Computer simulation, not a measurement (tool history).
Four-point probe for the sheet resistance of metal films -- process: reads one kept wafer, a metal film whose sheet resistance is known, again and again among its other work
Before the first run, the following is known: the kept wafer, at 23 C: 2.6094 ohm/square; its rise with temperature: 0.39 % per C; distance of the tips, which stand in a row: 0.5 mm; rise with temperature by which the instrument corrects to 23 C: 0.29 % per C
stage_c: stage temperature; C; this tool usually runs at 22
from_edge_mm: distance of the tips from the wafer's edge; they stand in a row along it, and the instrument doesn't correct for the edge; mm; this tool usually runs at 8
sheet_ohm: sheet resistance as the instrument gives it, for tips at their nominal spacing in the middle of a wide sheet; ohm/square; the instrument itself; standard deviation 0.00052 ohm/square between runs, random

Run 1, hour 0: usual settings. Result: sheet_ohm 2.596038 ohm/square.
Run 2, hour 77.6: usual settings. Result: sheet_ohm 2.59437 ohm/square.
Run 3, hour 165.8: usual settings. Result: sheet_ohm 2.594062 ohm/square.
Run 4, hour 220.3: usual settings. Result: sheet_ohm 2.593095 ohm/square.
Run 5, hour 317.8: usual settings. Result: sheet_ohm 2.59202 ohm/square.
Run 6, hour 393.9: usual settings. Result: sheet_ohm 2.590762 ohm/square.
Run 7, hour 436.6: usual settings. Result: sheet_ohm 2.590065 ohm/square.
Run 8, hour 505.4: usual settings. Result: sheet_ohm 2.589614 ohm/square.
Run 9, hour 568.5: usual settings. Result: sheet_ohm 2.589369 ohm/square.
Run 10, hour 628.3: usual settings but from_edge_mm 10 mm. Result: sheet_ohm 2.587126 ohm/square.
Run 11, hour 687.9: usual settings but stage_c 27 C, from_edge_mm 10 mm. Result: sheet_ohm 2.599126 ohm/square.
Run 12, hour 781.1: usual settings but stage_c 27 C, from_edge_mm 44 mm. Result: sheet_ohm 2.595561 ohm/square.
Run 13, hour 866.1: usual settings but stage_c 27 C, from_edge_mm 44 mm. Result: sheet_ohm 2.595062 ohm/square.
Run 14, hour 937.8: usual settings but from_edge_mm 12 mm. Result: sheet_ohm 2.582591 ohm/square.
Run 15, hour 984.7: usual settings but from_edge_mm 12 mm. Result: sheet_ohm 2.582617 ohm/square.
Run 16, hour 1053.1: usual settings but from_edge_mm 12 mm. Result: sheet_ohm 2.582345 ohm/square.
Run 17, hour 1145.4: usual settings but from_edge_mm 12 mm. Result: sheet_ohm 2.581075 ohm/square.
Run 18, hour 1237.8: usual settings but from_edge_mm 28 mm. Result: sheet_ohm 2.57736 ohm/square.
Run 19, hour 1312.1: usual settings but from_edge_mm 28 mm. Result: sheet_ohm 2.575909 ohm/square.
Run 20, hour 1389.3: usual settings but stage_c 24 C, from_edge_mm 40 mm. Result: sheet_ohm 2.581227 ohm/square.
Run 21, hour 1467: usual settings but stage_c 24 C, from_edge_mm 40 mm. Result: sheet_ohm 2.579335 ohm/square.
Run 22, hour 1516.2: usual settings but stage_c 24 C, from_edge_mm 40 mm. Result: sheet_ohm 2.578797 ohm/square.
Run 23, hour 1591.1: usual settings but stage_c 30 C, from_edge_mm 4 mm. Result: sheet_ohm 2.61711 ohm/square.
Run 24, hour 1647.5: usual settings but stage_c 28 C, from_edge_mm 3 mm. Result: sheet_ohm 2.6286 ohm/square.
Run 25, hour 1727.7: usual settings but stage_c 35 C, from_edge_mm 5 mm. Result: sheet_ohm 2.619137 ohm/square.
Run 26, hour 1828.3: usual settings but stage_c 35 C, from_edge_mm 5 mm. Result: sheet_ohm 2.618309 ohm/square.
Run 27, hour 1900: usual settings but stage_c 18 C, from_edge_mm 4 mm. Result: sheet_ohm 2.581042 ohm/square.
Run 28, hour 1983.4: usual settings but stage_c 23 C, from_edge_mm 3 mm. Result: sheet_ohm 2.610578 ohm/square.
Run 29, hour 2029.8: usual settings but stage_c 21 C, from_edge_mm 4 mm. Result: sheet_ohm 2.588334 ohm/square.
Run 30, hour 2129.5: usual settings but stage_c 21 C, from_edge_mm 4 mm. Result: sheet_ohm 2.587062 ohm/square.
Run 31, hour 2195.8: usual settings but stage_c 21 C, from_edge_mm 4 mm. Result: sheet_ohm 2.587099 ohm/square.
Run 32, hour 2295.1: usual settings but stage_c 33 C, from_edge_mm 57 mm. Result: sheet_ohm 2.592714 ohm/square.
Run 33, hour 2354.7: usual settings but stage_c 32 C. Result: sheet_ohm 2.596752 ohm/square.
Run 34, hour 2407.1: usual settings but stage_c 20 C, from_edge_mm 5 mm. Result: sheet_ohm 2.5742 ohm/square.
Run 35, hour 2449: usual settings but stage_c 30 C, from_edge_mm 11 mm. Result: sheet_ohm 2.587668 ohm/square.
Run 36, hour 2499.9: usual settings but stage_c 32 C, from_edge_mm 47 mm. Result: sheet_ohm 2.590119 ohm/square.
Run 37, hour 2545.4: usual settings but stage_c 32 C, from_edge_mm 35 mm. Result: sheet_ohm 2.58934 ohm/square.

Each run again, without the hidden state but with its own random variation kept:
What the log doesn't record here: inner tips' distance over the nominal, %; tips' flats over new ones', %; wafer's true temperature over the reading, C; drift of the gauge itself on sheet_ohm, %.
run  sheet_ohm
  1   2.613091
  2   2.612233
  3   2.612839
  4   2.612423
  5   2.612375
  6   2.611892
  7   2.611626
  8   2.611867
  9     2.6123
 10   2.610661
 11   2.623398
 12     2.6207
 13   2.621036
 14   2.609207
 15   2.609684
 16   2.610082
 17     2.6098
 18   2.606987
 19   2.606314
 20   2.612414
 21   2.611254
 22   2.611214
 23   2.650679
 24   2.662883
 25   2.654106
 26   2.654313
 27    2.61748
 28   2.648219
 29   2.626152
 30   2.625864
 31   2.626582
 32   2.633153
 33   2.637877
 34   2.615704
 35   2.629657
 36   2.632599
 37   2.632271

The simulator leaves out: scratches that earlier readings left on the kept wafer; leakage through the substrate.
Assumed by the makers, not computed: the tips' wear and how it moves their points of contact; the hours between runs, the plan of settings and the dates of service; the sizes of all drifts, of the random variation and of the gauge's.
